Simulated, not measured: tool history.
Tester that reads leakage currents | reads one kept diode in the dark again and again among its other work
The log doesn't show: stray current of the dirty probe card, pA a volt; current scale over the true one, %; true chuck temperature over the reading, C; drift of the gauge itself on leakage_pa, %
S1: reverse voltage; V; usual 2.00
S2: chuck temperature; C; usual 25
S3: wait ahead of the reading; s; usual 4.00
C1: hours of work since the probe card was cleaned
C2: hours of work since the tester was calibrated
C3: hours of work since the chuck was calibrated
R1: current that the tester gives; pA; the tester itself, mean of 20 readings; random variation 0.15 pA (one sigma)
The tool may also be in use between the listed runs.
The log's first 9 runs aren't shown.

| run | hour | S1 | S2 | S3 | C1 | C2 | C3 | R1 |
|---|---|---|---|---|---|---|---|---|
| 10 | 211.1 | 2.00 | 29 | 4.00 | 2011 | 208 | 888 | 65.42 |
| 11 | 238.5 | 2.00 | 29 | 4.00 | 2029 | 226 | 905 | 65.61 |
| 12 | 261.0 | 2.00 | 23 | 4.00 | 2044 | 240 | 920 | 39.62 |
| 13 | 289.0 | 2.00 | 23 | 4.00 | 2062 | 259 | 938 | 39.53 |
| 14 | 311.7 | 2.00 | 41 | 4.00 | 2077 | 273 | 953 | 175.80 |
| 15 | 334.9 | 2.00 | 41 | 4.00 | 2092 | 288 | 968 | 174.68 |
| 16 | 354.4 | 2.00 | 41 | 4.00 | 2104 | 301 | 981 | 174.87 |
| 17 | 372.7 | 7.63 | 55 | 4.00 | 2116 | 313 | 993 | 906.62 |
| 18 | 402.6 | 7.63 | 55 | 4.00 | 2136 | 332 | 1012 | 910.90 |
| 19 | 434.6 | 7.63 | 55 | 4.00 | 2156 | 353 | 1033 | 900.46 |
| 20 | 455.5 | 2.00 | 48 | 1.08 | 2170 | 367 | 1046 | 301.83 |
|  | 460.4 | chuck's temperature calibrated |
| 21 | 486.0 | 2.00 | 48 | 1.08 | 2189 | 385 | 17 | 294.80 |
| 22 | 508.4 | 2.00 | 24 | 0.96 | 2203 | 400 | 31 | 41.80 |
| 23 | 532.0 | 11.28 | 35 | 1.42 | 2218 | 415 | 47 | 226.82 |
| 24 | 550.1 | 1.20 | 52 | 1.73 | 2230 | 427 | 58 | 320.64 |
| 25 | 572.9 | 2.01 | 52 | 4.19 | 2245 | 442 | 73 | 397.79 |
|  | 583.8 | chuck's temperature calibrated, once more |
| 26 | 601.1 | 2.01 | 52 | 4.19 | 2262 | 459 | 11 | 424.14 |
| 27 | 619.7 | 2.01 | 52 | 4.19 | 2274 | 471 | 23 | 426.36 |
| 28 | 636.8 | 2.01 | 52 | 3.78 | 2285 | 482 | 34 | 425.24 |
| 29 | 664.6 | 2.01 | 52 | 3.78 | 2303 | 500 | 53 | 427.15 |
| 30 | 697.0 | 14.66 | 53 | 4.00 | 2324 | 521 | 74 | 1072.54 |

The next listed run, before its measurement:
| 31 | 722.8 | 1.01 | 54 | 1.71 | 2341 | 538 | 90 | ? |

Run 31 gave R1 369.49 pA.
Without the tool's hidden state the same run would have given R1 370.22 pA.

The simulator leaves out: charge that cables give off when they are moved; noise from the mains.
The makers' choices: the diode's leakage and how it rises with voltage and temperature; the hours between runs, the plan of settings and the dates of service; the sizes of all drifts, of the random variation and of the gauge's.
